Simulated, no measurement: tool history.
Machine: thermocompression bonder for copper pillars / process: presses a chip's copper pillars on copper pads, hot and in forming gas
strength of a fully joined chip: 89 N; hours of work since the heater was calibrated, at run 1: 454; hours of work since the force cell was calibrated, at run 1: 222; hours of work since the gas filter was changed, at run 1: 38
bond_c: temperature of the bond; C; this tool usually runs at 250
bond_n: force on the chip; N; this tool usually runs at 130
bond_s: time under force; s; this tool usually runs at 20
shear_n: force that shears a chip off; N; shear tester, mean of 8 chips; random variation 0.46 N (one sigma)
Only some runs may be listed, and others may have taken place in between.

run	hour	bond_c	bond_n	bond_s	hours of work since the heater was calibrated	hours of work since the force cell was calibrated	hours of work since the gas filter was changed	shear_n
1	0	250	130	20	454	222	38	52.4
2	5.3	250	130	20	457	226	42	52
3	11.6	250	130	20	462	230	47	53.1
4	16.7	250	130	20	466	234	51	52.2
5	29.2	250	130	48	475	243	60	65.4
6	35.2	250	179	20	479	248	64	61
7	43.2	235	130	20	485	253	70	45.9
8	48.8	235	130	20	489	257	74	45.7
9	60.1	250	130	20	497	266	82	51.8
10	68.7	250	130	20	503	272	88	52.1
11	77.4	250	130	20	510	278	95	53.6
12	89.8	227	103	20	519	287	104	35.9
13	98.8	256	80	20	525	294	110	41.6
14	106.9	256	80	20	531	300	116	42.3
15	113.9	250	122	12	536	305	121	42.8
16	124.2	258	189	21	544	312	129	67.1

Expected results for the next run?
17	134.4	250	186	36	551	320	136	?

Run 17 produced shear_n 71.6 N.
With no hidden state in the tool, this same run would have given shear_n 71.1 N.

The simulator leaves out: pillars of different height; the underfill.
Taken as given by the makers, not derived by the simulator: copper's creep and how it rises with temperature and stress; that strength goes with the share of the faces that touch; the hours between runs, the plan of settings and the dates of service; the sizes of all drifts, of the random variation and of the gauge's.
